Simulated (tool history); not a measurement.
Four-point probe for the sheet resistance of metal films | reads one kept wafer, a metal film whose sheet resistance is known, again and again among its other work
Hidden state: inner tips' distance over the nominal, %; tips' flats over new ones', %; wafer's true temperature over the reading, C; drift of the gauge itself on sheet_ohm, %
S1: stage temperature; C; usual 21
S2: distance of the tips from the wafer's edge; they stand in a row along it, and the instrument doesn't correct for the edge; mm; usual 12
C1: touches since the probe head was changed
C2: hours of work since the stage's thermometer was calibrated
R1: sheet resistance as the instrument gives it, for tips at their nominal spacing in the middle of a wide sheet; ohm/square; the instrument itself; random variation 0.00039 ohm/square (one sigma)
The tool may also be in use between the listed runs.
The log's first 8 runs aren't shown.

run,hour,S1,S2,C1,C2,R1
9,151.9,32,5,9039,2401,1.966759
10,164.8,32,5,9502,2411,1.966977
11,186.7,32,7,10295,2428,1.958352
12,207.8,21,7,11053,2444,1.959154
13,228.2,21,7,11789,2460,1.959194
14,256.6,21,7,12815,2482,1.959009
15,269.5,21,7,13281,2492,1.959775
16,293.2,21,26,14135,2511,1.951114
17,315.8,23,8,14950,2528,1.957627
18,338.5,20,6,15769,2546,1.962636
# hour 349.5: stage's thermometer calibrated
19,360,21,9,16527,8,1.958719
20,388.7,21,9,17560,30,1.958423
21,407.5,21,9,18237,45,1.959374
22,428.3,24,39,18987,61,1.953559
23,455.1,27,41,19954,82,1.952847
24,479.8,27,41,20846,101,1.953609
25,500.9,27,41,21606,117,1.952966
26,523.6,27,41,22424,135,1.95315
27,551.4,20,8,23426,157,1.960889
28,565.7,29,8,23943,168,1.960058
29,580.4,29,8,24472,179,1.959596
30,601.9,21,16,25249,196,1.956239

Run 31 comes next. What will it give?
31,627.2,20,53,26160,215,?

Run 31 gave R1 1.953875 ohm/square.
Without the tool's hidden state the same run would have given R1 1.946026 ohm/square.
